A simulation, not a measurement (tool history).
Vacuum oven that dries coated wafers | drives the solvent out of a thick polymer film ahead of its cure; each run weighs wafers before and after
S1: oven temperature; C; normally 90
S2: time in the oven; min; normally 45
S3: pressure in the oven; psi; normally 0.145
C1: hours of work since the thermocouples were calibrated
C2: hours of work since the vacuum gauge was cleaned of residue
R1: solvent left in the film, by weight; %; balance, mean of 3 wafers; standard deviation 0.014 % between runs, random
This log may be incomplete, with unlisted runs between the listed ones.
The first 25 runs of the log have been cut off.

At hour 661.5: oven's thermocouples calibrated.
Run 26, hour 673.7: usual settings but S1 88 C, S2 33 min; C1 7; C2 290. Result: R1 3.11 %.
Run 27, hour 696.1: usual settings but S1 88 C, S2 33 min; C1 20; C2 303. Result: R1 3.12 %.
Run 28, hour 730.8: usual settings but S1 88 C, S2 33 min; C1 41; C2 324. Result: R1 3.12 %.
Run 29, hour 747.1: usual settings but S1 88 C, S2 33 min; C1 51; C2 333. Result: R1 3.09 %.
Run 30, hour 772.2: usual settings but S1 88 C, S2 70 min, S3 0.107 psi; C1 65; C2 348. Result: R1 0.97 %.
Run 31, hour 796.8: usual settings but S1 79 C, S2 70 min, S3 0.107 psi; C1 80; C2 363. Result: R1 1.89 %.
Run 32, hour 814.8: usual settings but S1 79 C, S2 70 min, S3 0.107 psi; C1 91; C2 373. Result: R1 1.89 %.
Run 33, hour 843.1: usual settings but S1 79 C, S2 70 min, S3 0.107 psi; C1 107; C2 390. Result: R1 1.88 %.
Run 34, hour 871.3: usual settings but S1 81 C, S2 36 min, S3 0.129 psi; C1 124; C2 407. Result: R1 4.04 %.
Run 35, hour 890.8: usual settings but S1 81 C, S2 36 min, S3 0.129 psi; C1 135; C2 418. Result: R1 4.05 %.
Run 36, hour 928.2: usual settings but S1 83 C, S2 59 min, S3 0.129 psi; C1 158; C2 440. Result: R1 1.94 %.
Run 37, hour 957.8: usual settings but S2 63 min; C1 175; C2 458. Result: R1 1.14 %.

Here are 3 independent what-if runs from the current tool condition. What would each one return?
Run A, hour 987.9: usual settings but S1 105 C, S2 46 min; C1 193; C2 476. Result: R1 ?.
Run B, hour 987.9: usual settings but S1 86 C, S2 34 min, S3 0.524 psi; C1 193; C2 476. Result: R1 ?.
Run C, hour 987.9: usual settings but S1 97 C, S2 27 min, S3 0.331 psi; C1 193; C2 476. Result: R1 ?.

run    R1
  A  0.56
  B  4.87
  C  2.93
With the hidden condition removed and each run's random variation left untouched, the same runs would have given:
run    R1
  A  0.48
  B  4.76
  C  2.85

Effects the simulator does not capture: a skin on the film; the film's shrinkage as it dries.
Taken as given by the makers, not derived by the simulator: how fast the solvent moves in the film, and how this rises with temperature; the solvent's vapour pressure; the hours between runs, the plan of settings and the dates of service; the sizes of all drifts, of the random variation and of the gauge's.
